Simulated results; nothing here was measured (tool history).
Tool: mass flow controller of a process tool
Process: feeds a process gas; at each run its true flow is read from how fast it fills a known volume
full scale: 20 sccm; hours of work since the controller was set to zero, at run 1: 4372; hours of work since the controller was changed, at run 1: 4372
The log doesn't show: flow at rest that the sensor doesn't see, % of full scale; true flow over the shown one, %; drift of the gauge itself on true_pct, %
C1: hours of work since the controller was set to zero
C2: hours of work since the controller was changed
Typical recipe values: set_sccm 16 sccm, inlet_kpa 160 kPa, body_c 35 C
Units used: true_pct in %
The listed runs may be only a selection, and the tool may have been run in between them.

run 1 hour=0 | set_sccm=16 inlet_kpa=160 body_c=35 | C1=4372 C2=4372 | true_pct=98.96
run 2 hour=80.6 | set_sccm=11 inlet_kpa=160 body_c=35 | C1=4433 C2=4433 | true_pct=98.31
run 3 hour=170.8 | set_sccm=16 inlet_kpa=160 body_c=35 | C1=4502 C2=4502 | true_pct=99.01
run 4 hour=315 | set_sccm=16 inlet_kpa=160 body_c=35 | C1=4612 C2=4612 | true_pct=98.98
run 5 hour=413.6 | set_sccm=16 inlet_kpa=160 body_c=35 | C1=4687 C2=4687 | true_pct=99.04
run 6 hour=508.9 | set_sccm=16 inlet_kpa=160 body_c=35 | C1=4760 C2=4760 | true_pct=99.11
run 7 hour=611.7 | set_sccm=16 inlet_kpa=160 body_c=35 | C1=4838 C2=4838 | true_pct=99.17
run 8 hour=791.6 | set_sccm=16 inlet_kpa=160 body_c=35 | C1=4976 C2=4976 | true_pct=99.18
run 9 hour=927.3 | set_sccm=16 inlet_kpa=160 body_c=35 | C1=5079 C2=5079 | true_pct=99.21
run 10 hour=1056.7 | set_sccm=16 inlet_kpa=160 body_c=35 | C1=5178 C2=5178 | true_pct=99.25
run 11 hour=1247.3 | set_sccm=7 inlet_kpa=160 body_c=30 | C1=5323 C2=5323 | true_pct=98.52
run 12 hour=1384.3 | set_sccm=3 inlet_kpa=219 body_c=30 | C1=5428 C2=5428 | true_pct=97.93

Run 13 has not been measured yet. What should we expect?
run 13 hour=1531.7 | set_sccm=5 inlet_kpa=233 body_c=39 | C1=5540 C2=5540 | true_pct=?

{"run 13": {"true_pct": 97.53}}
With no hidden state in the tool, this same run would have given true_pct 97.12 %.
